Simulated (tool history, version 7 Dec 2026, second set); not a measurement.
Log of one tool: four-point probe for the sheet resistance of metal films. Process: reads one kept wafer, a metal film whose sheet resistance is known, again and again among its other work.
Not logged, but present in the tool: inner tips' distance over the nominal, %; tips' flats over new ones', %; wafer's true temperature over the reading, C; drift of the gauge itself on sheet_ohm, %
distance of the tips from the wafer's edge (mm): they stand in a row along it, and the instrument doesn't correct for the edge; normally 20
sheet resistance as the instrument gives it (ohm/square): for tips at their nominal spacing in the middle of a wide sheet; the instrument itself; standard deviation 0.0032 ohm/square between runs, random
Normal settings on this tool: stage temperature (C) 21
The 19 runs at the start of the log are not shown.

run,hour,stage temperature (C),distance of the tips from the wafer's edge (mm),touches since the probe head was changed,hours of work since the stage's thermometer was calibrated,sheet resistance as the instrument gives it (ohm/square)
20,906.2,21,20,81989,1217,16.250843
21,970.0,21,20,85331,1254,16.253380
22,1023.8,33,4,88143,1286,16.516056
23,1063.6,33,4,90223,1309,16.524238
24,1125.8,28,20,93476,1345,16.293650
25,1167.0,26,37,95631,1369,16.286571
26,1197.2,26,37,97215,1386,16.284640
27,1244.5,20,19,99688,1414,16.273024
28,1276.7,31,4,101374,1433,16.533403
29,1318.5,20,16,103559,1457,16.284610
30,1359.8,20,16,105720,1481,16.287879
31,1403.3,20,16,107997,1506,16.284633
32,1433.4,26,65,109568,1524,16.295150
33,1493.2,26,43,112699,1559,16.302025
34,1552.7,24,15,115810,1593,16.318962
35,1609.4,23,10,118775,1626,16.343982
36,1650.4,32,5,120922,1650,16.480774
37,1708.5,25,5,123961,1684,16.465265
38,1742.1,34,16,125719,1703,16.367639
39,1776.8,21,66,127533,1724,16.308922
40,1817.9,21,67,129680,1748,16.302164
41,1853.5,26,7,131545,1768,16.408380

Each row is a separate what-if for the run after 41, all from the same tool condition, not one after another. Results?
A,1916.9,20,5,134860,1805,?
B,1916.9,29,20,134860,1805,?
C,1916.9,23,4,134860,1805,?
D,1916.9,26,7,134860,1805,?

run,sheet resistance as the instrument gives it (ohm/square)
A,16.455036
B,16.358729
C,16.546931
D,16.416725
Take away the tool's hidden state, keep each run's random variation, and the runs would have read:
run,sheet resistance as the instrument gives it (ohm/square)
A,16.265960
B,16.171402
C,16.357116
D,16.228538
